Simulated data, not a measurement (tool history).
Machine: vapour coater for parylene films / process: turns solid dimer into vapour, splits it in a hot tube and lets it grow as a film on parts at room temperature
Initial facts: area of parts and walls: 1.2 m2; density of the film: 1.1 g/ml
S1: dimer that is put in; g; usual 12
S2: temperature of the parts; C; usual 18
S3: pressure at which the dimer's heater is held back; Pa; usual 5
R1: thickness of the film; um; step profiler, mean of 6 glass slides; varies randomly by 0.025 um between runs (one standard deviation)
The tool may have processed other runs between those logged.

run,day,S1,S2,S3,R1
1,0,12,18,5,6.08
2,0.921,12,18,5,6.12
3,2.696,12,18,5,6.07
4,4.088,12,18,5,6.13
5,4.904,12,11,5,7.89
6,6.121,12,11,5,7.89
7,7.012,12,18,5,6.14
8,7.779,16,24,4.67,6.6
9,8.625,7,23,5.47,2.99
10,9.538,6,18,4.41,3.09
11,10.688,6,18,4.41,3.11
12,11.875,12,18,5,6.12
13,12.921,21,18,5,10.76
14,14.738,21,18,5,10.79

Consider 5 possible next runs. They are alternatives, not a sequence: every one starts from the tool as it was left by run 14. What does each give?
A,15.933,21,27,6.45,?
B,15.933,6,23,2.37,?
C,15.933,18,18,5,?
D,15.933,7,24,8.08,?
E,15.933,10,12,5,?

run,R1
A,7.66
B,2.67
C,9.25
D,2.81
E,6.37
The same runs, with their run-to-run variation unchanged, on a tool lacking any hidden condition would have given:
run,R1
A,7.6
B,2.65
C,9.18
D,2.78
E,6.32
